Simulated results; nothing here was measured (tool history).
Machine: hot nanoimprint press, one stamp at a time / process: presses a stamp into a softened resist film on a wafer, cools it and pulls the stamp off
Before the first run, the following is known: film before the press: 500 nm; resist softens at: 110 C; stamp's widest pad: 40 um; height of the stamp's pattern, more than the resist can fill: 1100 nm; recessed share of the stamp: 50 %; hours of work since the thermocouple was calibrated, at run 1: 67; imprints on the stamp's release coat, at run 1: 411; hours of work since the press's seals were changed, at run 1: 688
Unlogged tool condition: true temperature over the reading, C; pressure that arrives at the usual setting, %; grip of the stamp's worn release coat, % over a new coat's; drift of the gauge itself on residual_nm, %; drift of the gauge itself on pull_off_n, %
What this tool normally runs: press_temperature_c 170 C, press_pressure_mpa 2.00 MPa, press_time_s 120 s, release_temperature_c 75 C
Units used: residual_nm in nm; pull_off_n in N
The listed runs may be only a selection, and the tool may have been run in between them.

run     day  press_temperature_c  press_pressure_mpa  press_time_s  release_temperature_c  hours of work since the thermocouple was calibrated  imprints on the stamp's release coat  hours of work since the press's seals were changed  residual_nm  pull_off_n
  1   0.000                  170                2.00           120                     75                                                   67                                   411                                                 688        214.5         130
  2   1.550                  170                2.00           120                     75                                                   94                                   493                                                 715        215.1         132
  3   2.950                  170                2.00           120                     75                                                  119                                   567                                                 740        217.2         133
  4   4.875                  170                2.00           120                     75                                                  153                                   668                                                 774        215.5         131
  5   5.729                  170                2.00           120                     75                                                  168                                   713                                                 789        212.2         128
  6   7.008                  170                2.38           120                     75                                                  190                                   781                                                 811        194.1         130
  7   8.817                  170                2.00            73                     75                                                  222                                   876                                                 843        253.0         132
      9.246  -- press's hydraulic seals changed and the load cell set to zero
  8  10.633                  177                1.59            78                     75                                                  248                                   954                                                  24        201.5         126
  9  11.892                  168                1.74           153                     77                                                  270                                  1021                                                  46        242.3         123
 10  12.954                  168                2.50           153                     77                                                  289                                  1077                                                  65        194.0         127
 11  14.333                  168                2.50           153                     77                                                  313                                  1149                                                  89        194.7         121
 12  15.996                  170                2.00           120                     79                                                  342                                  1237                                                 118        216.3         115

Run by run, hidden condition taken away, random variation retained:
run  residual_nm
  1        214.5
  2        214.9
  3        216.8
  4        214.7
  5        211.3
  6        193.0
  7        251.3
  8        200.0
  9        240.3
 10        192.3
 11        192.7
 12        213.8
pull_off_n: differs from the measured result by no more than 2 N in any run.
